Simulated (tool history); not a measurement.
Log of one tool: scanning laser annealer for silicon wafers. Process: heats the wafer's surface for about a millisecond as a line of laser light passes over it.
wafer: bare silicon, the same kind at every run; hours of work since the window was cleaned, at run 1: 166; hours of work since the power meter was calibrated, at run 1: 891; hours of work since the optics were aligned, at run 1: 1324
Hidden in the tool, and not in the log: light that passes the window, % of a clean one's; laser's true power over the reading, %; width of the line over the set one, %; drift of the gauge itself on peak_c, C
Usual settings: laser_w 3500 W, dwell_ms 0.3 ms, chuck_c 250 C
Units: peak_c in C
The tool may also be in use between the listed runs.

run   hour  laser_w  dwell_ms  chuck_c  hours of work since the window was cleaned  hours of work since the power meter was calibrated  hours of work since the optics were aligned  peak_c
  1      0     3500       0.3      250                                         166                                                 891                                         1324     982
  2   35.7     3500       0.3      250                                         194                                                 918                                         1352     982
  3   87.9     3500       0.3      250                                         234                                                 958                                         1392     978
  4    118     3500       0.3      250                                         257                                                 982                                         1415     976
  5  176.4     3500     0.233      250                                         302                                                1027                                         1460     891
  6  232.5     3500     0.233      250                                         345                                                1070                                         1504     891
  7    285     3500     0.233      250                                         386                                                1110                                         1544     887
       323  -- window over the wafer cleaned
  8  337.6     3500     0.233      250                                          11                                                1149                                         1583     878
  9  367.7     3500       0.3      250                                          34                                                1173                                         1606     956
 10  420.9     3500       0.3      250                                          76                                                1214                                         1647     956
 11    474     3518     0.214      250                                         116                                                1255                                         1688     846
     489.1  -- window over the wafer cleaned, once more
 12  526.4     3518     0.214      250                                          29                                                1294                                         1727     879

The next listed run, before its measurement:
 13  570.8     3619     0.229      289                                          63                                                1328                                         1761       ?

peak_c: 954 C
Without the tool's hidden state the same run would have given peak_c 975 C.
